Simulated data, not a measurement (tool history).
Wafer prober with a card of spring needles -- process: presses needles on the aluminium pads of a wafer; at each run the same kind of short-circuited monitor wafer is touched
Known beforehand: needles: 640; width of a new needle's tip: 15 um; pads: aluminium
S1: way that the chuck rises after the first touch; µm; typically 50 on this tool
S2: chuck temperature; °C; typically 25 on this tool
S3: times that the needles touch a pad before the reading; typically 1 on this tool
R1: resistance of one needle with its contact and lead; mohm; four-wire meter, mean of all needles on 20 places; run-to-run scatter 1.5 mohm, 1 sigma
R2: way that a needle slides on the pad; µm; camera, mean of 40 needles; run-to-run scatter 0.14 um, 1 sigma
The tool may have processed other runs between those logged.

run   hour  S1   S2  S3   R1     R2
  1    0.0  50   25   1  238  12.23
       6.9  -- tips cleaned on abrasive film
      13.7  -- tips cleaned on abrasive film
      22.3  -- tips cleaned on abrasive film
      30.8  -- tips cleaned on abrasive film
  2   36.1  50   25   1  486  12.45
      37.9  -- tips cleaned on abrasive film
      46.5  -- tips cleaned on abrasive film
      55.0  -- tips cleaned on abrasive film
      61.9  -- tips cleaned on abrasive film
  3   64.3  50   25   1  349  12.06
      69.5  -- tips cleaned on abrasive film
      76.3  -- tips cleaned on abrasive film
      83.2  -- tips cleaned on abrasive film
      90.0  -- tips cleaned on abrasive film
      98.6  -- tips cleaned on abrasive film
  4  100.3  50  117   1  310  11.89
     105.4  -- tips cleaned on abrasive film
     114.0  -- tips cleaned on abrasive film
     122.5  -- tips cleaned on abrasive film
     131.1  -- tips cleaned on abrasive film
  5  135.8  50   25   1  466  11.59
     139.3  -- tips cleaned on abrasive film
     146.2  -- tips cleaned on abrasive film
     154.7  -- tips cleaned on abrasive film
  6  158.9  50   25   1  473  11.59
     160.9  -- height of the first contact set anew
     162.7  -- tips cleaned on abrasive film
     169.5  -- tips cleaned on abrasive film
     176.4  -- tips cleaned on abrasive film
     183.2  -- tips cleaned on abrasive film
  7  189.0  50   25   1  599  11.24
     190.8  -- tips cleaned on abrasive film
     199.4  -- tips cleaned on abrasive film
     206.2  -- tips cleaned on abrasive film
     213.1  -- tips cleaned on abrasive film
  8  218.7  50   25   1  570  11.28
     220.5  -- tips cleaned on abrasive film
     229.0  -- tips cleaned on abrasive film
     235.9  -- tips cleaned on abrasive film
     244.4  -- tips cleaned on abrasive film
     251.3  -- tips cleaned on abrasive film
  9  254.1  67  122   2  236  15.16
     259.3  -- tips cleaned on abrasive film
     266.2  -- tips cleaned on abrasive film
     274.7  -- tips cleaned on abrasive film
     281.6  -- tips cleaned on abrasive film
 10  281.6  67   43   2  152  15.49
     288.5  -- height of the first contact set anew, once more
     290.3  -- tips cleaned on abrasive film
     298.9  -- tips cleaned on abrasive film
     307.4  -- tips cleaned on abrasive film
     316.0  -- tips cleaned on abrasive film
     324.1  -- tips cleaned on abrasive film
 11  324.1  50   47   1  178  12.46
     330.9  -- tips cleaned on abrasive film
     339.5  -- tips cleaned on abrasive film
 12  345.7  50   43   1  526  12.30
     347.5  -- tips cleaned on abrasive film
     354.3  -- tips cleaned on abrasive film
     362.9  -- tips cleaned on abrasive film
     371.4  -- tips cleaned on abrasive film
 13  376.1  32   28   1  926   7.70
     379.5  -- tips cleaned on abrasive film
     388.1  -- tips cleaned on abrasive film
     396.6  -- tips cleaned on abrasive film
     404.9  -- tips cleaned on abrasive film
 14  404.9  44   69   3  167  10.83
     413.4  -- tips cleaned on abrasive film
     422.0  -- tips cleaned on abrasive film
     428.8  -- tips cleaned on abrasive film
 15  434.3  44   69   3  319  10.73
     436.1  -- tips cleaned on abrasive film
     442.9  -- tips cleaned on abrasive film
     449.8  -- tips cleaned on abrasive film
     458.3  -- tips cleaned on abrasive film
     465.2  -- tips cleaned on abrasive film
     472.0  -- tips cleaned on abrasive film
 16  472.0  44   71   3  181  10.42

Alternative continuations, all from the tool just after run 16; predict every row:
     480.5  -- tips cleaned on abrasive film
     487.4  -- tips cleaned on abrasive film
  A  492.5  33  40   3   ?   ?
     480.5  -- tips cleaned on abrasive film
     487.4  -- tips cleaned on abrasive film
  B  492.5  42  42   3   ?   ?
     480.5  -- tips cleaned on abrasive film
     487.4  -- tips cleaned on abrasive film
  C  492.5  37  66   1   ?   ?
     480.5  -- tips cleaned on abrasive film
     487.4  -- tips cleaned on abrasive film
  D  492.5  50  52   2   ?   ?
     480.5  -- tips cleaned on abrasive film
     487.4  -- tips cleaned on abrasive film
  E  492.5  50  64   1   ?   ?

run   R1     R2
  A  498   7.79
  B  352  10.05
  C  883   8.79
  D  381  11.87
  E  531  12.00
Without the tool's unlogged condition, the same runs would have read:
run   R1     R2
  A  145   8.48
  B  138  10.73
  C  151   9.47
  D  140  12.55
  E  142  12.68

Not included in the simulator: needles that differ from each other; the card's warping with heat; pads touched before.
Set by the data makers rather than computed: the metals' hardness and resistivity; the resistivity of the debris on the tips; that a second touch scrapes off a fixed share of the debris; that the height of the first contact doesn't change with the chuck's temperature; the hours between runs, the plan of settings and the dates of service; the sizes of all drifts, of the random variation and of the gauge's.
